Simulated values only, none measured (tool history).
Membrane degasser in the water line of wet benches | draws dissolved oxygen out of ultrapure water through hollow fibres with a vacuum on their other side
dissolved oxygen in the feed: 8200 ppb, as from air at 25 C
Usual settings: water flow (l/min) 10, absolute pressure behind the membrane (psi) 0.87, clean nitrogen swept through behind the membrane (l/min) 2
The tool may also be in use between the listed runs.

run	hour	water flow (l/min)	absolute pressure behind the membrane (psi)	clean nitrogen swept through behind the membrane (l/min)	dissolved oxygen in the water behind the degasser (ppb)	pressure that the water loses in the fibres (psi)
1	0	10	0.87	2	40.8	6.891
2	42.1	10	0.87	2	38.9	6.844
3	87.9	10	0.87	2	39.2	6.853
4	126.1	10	0.87	2	39.1	6.807
5	159.1	10	0.87	2	38.2	6.853
6	219.3	10	0.87	2	40.1	6.862
7	247.9	10	0.87	2	38.6	6.812
8	307.9	10	0.87	1.99	39.4	6.84
9	350.6	10	0.87	1.99	40.1	6.863
10	410.3	10	0.87	1.99	38.7	6.796
11	465.6	10	0.87	1.99	39	6.817
12	518.6	10	0.87	2	39.6	6.854
13	553.7	10	0.87	2	39.8	6.814
# hour 557.9: vacuum gauge calibrated
14	598.5	10	0.87	2	39.5	6.87
15	666.8	10	0.87	2	38.9	6.901
16	716.3	10	0.87	2	40	6.828
# hour 757.4: vacuum gauge calibrated, once more
17	775.8	14	1.432	1.88	131.6	9.565
18	826.8	14	1.432	1.88	130.8	9.59
19	856.8	14	1.432	1.88	132	9.613
20	901.1	14	1.344	5.59	49.8	9.558
21	948.3	9	1.137	5.59	22.5	6.134
22	981.9	9	1.534	4.09	44.9	6.182
23	1038.5	12	1.504	1.32	163.5	8.269
24	1093.3	7	0.674	2.49	12.2	4.769
25	1143.2	7	0.674	2.49	12.1	4.825
26	1179.5	8	1.07	2.49	37.1	5.472
27	1207.7	8	1.07	2.49	37.7	5.451
28	1242.7	9	1.439	2.49	65.6	6.155
29	1298.4	10	1.134	1.26	96	6.889
30	1359.1	10	1.134	1.49	80.5	6.868
31	1388.6	10	0.87	2.46	33.2	6.85

Forecast each of these 3 alternatives for the next run:
A	1446.8	10	1.772	0.9	?	?
B	1446.8	16	0.87	2.46	?	?
C	1446.8	13	1.955	1.05	?	?

run	dissolved oxygen in the water behind the degasser (ppb)	pressure that the water loses in the fibres (psi)
A	242.4	6.915
B	62	10.953
C	308.5	8.931
Without the tool's hidden state the same runs would have given:
run	dissolved oxygen in the water behind the degasser (ppb)	pressure that the water loses in the fibres (psi)
A	231.2	6.869
B	59.4	10.881
C	297.7	8.873
